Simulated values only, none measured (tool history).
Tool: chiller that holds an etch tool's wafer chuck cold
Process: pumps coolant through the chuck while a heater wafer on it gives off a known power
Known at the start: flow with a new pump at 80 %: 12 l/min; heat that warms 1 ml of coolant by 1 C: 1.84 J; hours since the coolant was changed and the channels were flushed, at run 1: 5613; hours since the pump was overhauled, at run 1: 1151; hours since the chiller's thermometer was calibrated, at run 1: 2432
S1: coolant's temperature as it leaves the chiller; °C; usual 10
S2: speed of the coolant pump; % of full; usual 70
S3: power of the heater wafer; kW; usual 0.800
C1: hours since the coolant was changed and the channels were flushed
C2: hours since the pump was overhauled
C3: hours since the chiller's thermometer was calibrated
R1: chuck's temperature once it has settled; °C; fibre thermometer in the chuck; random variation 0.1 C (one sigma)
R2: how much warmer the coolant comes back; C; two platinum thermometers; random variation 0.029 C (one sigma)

run,hour,S1,S2,S3,C1,C2,C3,R1,R2
1,0.0,10,70,0.800,5613,1151,2432,19.7,2.50
2,17.2,10,70,0.800,5630,1168,2450,19.5,2.43
3,37.9,10,70,0.800,5651,1188,2470,19.8,2.54
4,72.7,10,70,0.800,5686,1223,2505,19.6,2.51
5,89.4,10,70,0.800,5702,1240,2522,19.7,2.54
6,105.8,10,70,0.800,5719,1256,2538,19.6,2.55
7,120.5,13,93,0.539,5734,1271,2553,18.2,1.36
8,145.5,13,93,0.539,5758,1296,2578,18.2,1.35
9,180.1,13,93,0.539,5793,1331,2612,18.1,1.39
10,207.6,13,93,0.780,5821,1358,2640,20.3,2.00

Forecast each of these 3 alternatives for the next run:
A,224.4,13,93,1.181,5837,1375,2657,?,?
B,224.4,10,64,1.186,5837,1375,2657,?,?
C,224.4,7,80,0.837,5837,1375,2657,?,?

run,R1,R2
A,24.3,2.93
B,25.4,4.19
C,16.2,2.40
Without the tool's hidden state the same runs would have given:
run,R1,R2
A,24.3,2.77
B,25.3,4.03
C,16.2,2.24
